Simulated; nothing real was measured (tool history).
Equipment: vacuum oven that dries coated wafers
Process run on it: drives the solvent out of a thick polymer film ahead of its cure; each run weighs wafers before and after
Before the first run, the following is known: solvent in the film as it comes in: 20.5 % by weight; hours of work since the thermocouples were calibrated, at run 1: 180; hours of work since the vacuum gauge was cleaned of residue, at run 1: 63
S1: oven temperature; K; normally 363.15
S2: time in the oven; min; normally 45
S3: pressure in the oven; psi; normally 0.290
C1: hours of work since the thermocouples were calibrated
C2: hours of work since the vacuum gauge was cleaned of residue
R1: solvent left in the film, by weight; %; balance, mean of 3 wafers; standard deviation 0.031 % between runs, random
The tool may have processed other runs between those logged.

run,hour,S1,S2,S3,C1,C2,R1
1,0.0,363.15,45,0.290,180,63,1.37
2,18.2,363.15,45,0.290,191,74,1.39
3,36.1,363.15,45,0.387,202,85,1.60
4,48.3,363.15,45,0.290,209,93,1.39
5,62.6,363.15,45,0.290,218,101,1.43
6,72.8,365.15,45,0.290,224,108,1.09
7,89.2,363.15,45,0.775,234,118,2.58
8,104.9,351.15,45,0.290,244,127,3.94
9,119.3,351.15,45,0.160,252,136,3.55
10,128.4,351.15,45,0.160,258,141,3.50
11,146.7,363.15,45,0.290,269,153,1.40
12,166.0,363.15,45,0.290,281,164,1.37
13,176.8,363.15,45,0.290,287,171,1.35
14,187.7,363.15,45,0.290,294,178,1.42
15,196.7,363.15,45,0.290,300,183,1.40
16,211.8,363.15,45,0.290,309,192,1.44
17,229.8,363.15,58,0.290,320,203,1.02
18,238.8,363.15,58,0.290,325,209,1.05
19,256.4,363.15,58,0.290,336,219,1.04
20,267.2,363.15,58,0.290,343,226,1.03
21,284.9,363.15,45,0.377,353,237,1.58
22,297.3,363.15,72,0.290,361,244,0.87
23,305.8,363.15,45,0.837,366,249,2.71
24,318.3,363.15,61,0.290,374,257,0.95
25,326.9,369.15,48,0.271,379,262,0.75
26,342.7,363.15,74,0.290,388,272,0.85
27,351.8,363.15,45,0.455,394,277,1.82
28,366.2,363.15,45,0.455,403,286,1.85
29,380.9,363.15,45,0.455,412,295,1.88
30,393.2,353.15,45,0.455,419,303,4.02
31,404.1,353.15,45,0.455,426,309,4.04
32,416.9,366.15,45,0.851,434,317,2.39
33,427.4,366.15,45,0.851,440,323,2.31
34,446.1,366.15,45,0.851,451,335,2.35
35,454.8,366.15,45,0.851,457,340,2.36
36,470.2,366.15,45,0.851,466,349,2.37
37,485.3,375.15,29,0.661,475,359,1.48
38,502.7,375.15,29,0.661,486,369,1.54
39,520.9,363.15,45,0.658,497,380,2.36
40,540.8,368.15,23,1.052,509,392,4.13
41,561.2,362.15,45,0.290,521,405,1.55
42,572.3,358.15,39,0.241,528,412,2.77
43,589.7,358.15,48,0.564,539,422,3.01
44,609.2,363.15,26,0.290,551,434,3.47
45,622.7,363.15,26,0.290,559,442,3.48
46,642.0,363.15,26,0.290,571,454,3.46

Forecast each of these 4 alternatives for the next run:
A,662.0,360.15,23,1.120,583,466,?
B,662.0,370.15,45,0.290,583,466,?
C,662.0,363.15,32,0.290,583,466,?
D,662.0,363.15,59,0.161,583,466,?

run,R1
A,6.86
B,0.82
C,2.55
D,0.78
With the hidden condition removed and each run's random variation left untouched, the same runs would have given:
run,R1
A,6.37
B,0.72
C,2.24
D,0.65
